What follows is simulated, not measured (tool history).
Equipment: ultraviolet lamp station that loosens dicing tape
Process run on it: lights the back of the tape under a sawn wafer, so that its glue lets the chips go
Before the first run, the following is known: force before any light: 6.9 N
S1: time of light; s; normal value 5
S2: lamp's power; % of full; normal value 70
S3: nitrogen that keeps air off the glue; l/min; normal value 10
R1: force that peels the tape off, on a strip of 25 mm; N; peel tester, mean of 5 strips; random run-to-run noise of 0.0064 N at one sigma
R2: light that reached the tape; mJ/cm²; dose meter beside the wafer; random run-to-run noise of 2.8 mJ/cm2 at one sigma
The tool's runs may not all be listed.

run   hour  S1  S2  S3     R1   R2
  1      0   5  70  10  0.289  336
  2   15.4   5  70  10  0.296  338
  3   31.8   5  70  10  0.302  337
  4   43.2   5  82  10  0.189  382
  5   58.2   5  70  10  0.305  323
  6   74.5   5  70  10  0.301  321
  7   90.6   5  70  10  0.321  320
      93.5  -- window cleaned of glue's vapour
  8  100.8   5  70  10   0.22  367
  9  117.4   5  80  10  0.157  423
 10  129.6   5  80  10  0.158  410
 11  145.4   5  80  10  0.164  410
 12    162   5  80  10  0.181  408
 13  175.6   5  70  10  0.236  351
 14  185.6   5  66  10  0.291  336
 15  192.5   5  66  10  0.288  330
 16  202.5   5  66  10  0.306  334
 17  212.5   5  66  10  0.283  331
 18  223.8   5  70  14  0.188  350
 19  232.9  10  70  14  0.044  697
 20  247.7   5  77  10  0.191  377
 21  258.2   5  70  14  0.192  340
 22  273.1   5  70  14  0.191  335
 23  284.6   5  70  14  0.197  337
 24    294   5  70  14  0.207  339
 25  303.6   4  67   7  0.773  256
 26  316.3   5  70  11  0.257  332
 27  329.6   5  70  11  0.276  331
 28  343.4   3  87   9  0.684  247
 29  352.7   3  87   9  0.724  240
 30  365.4   3  87   9  0.704  245

What does the tool deliver on the next run?
 31  377.2   2  79   9   ?   ?

{"run 31": {"R1": 1.669, "R2": 144}}
Had the tool carried no hidden state, the very same run would have given R1 1.299 N, R2 171 mJ/cm².
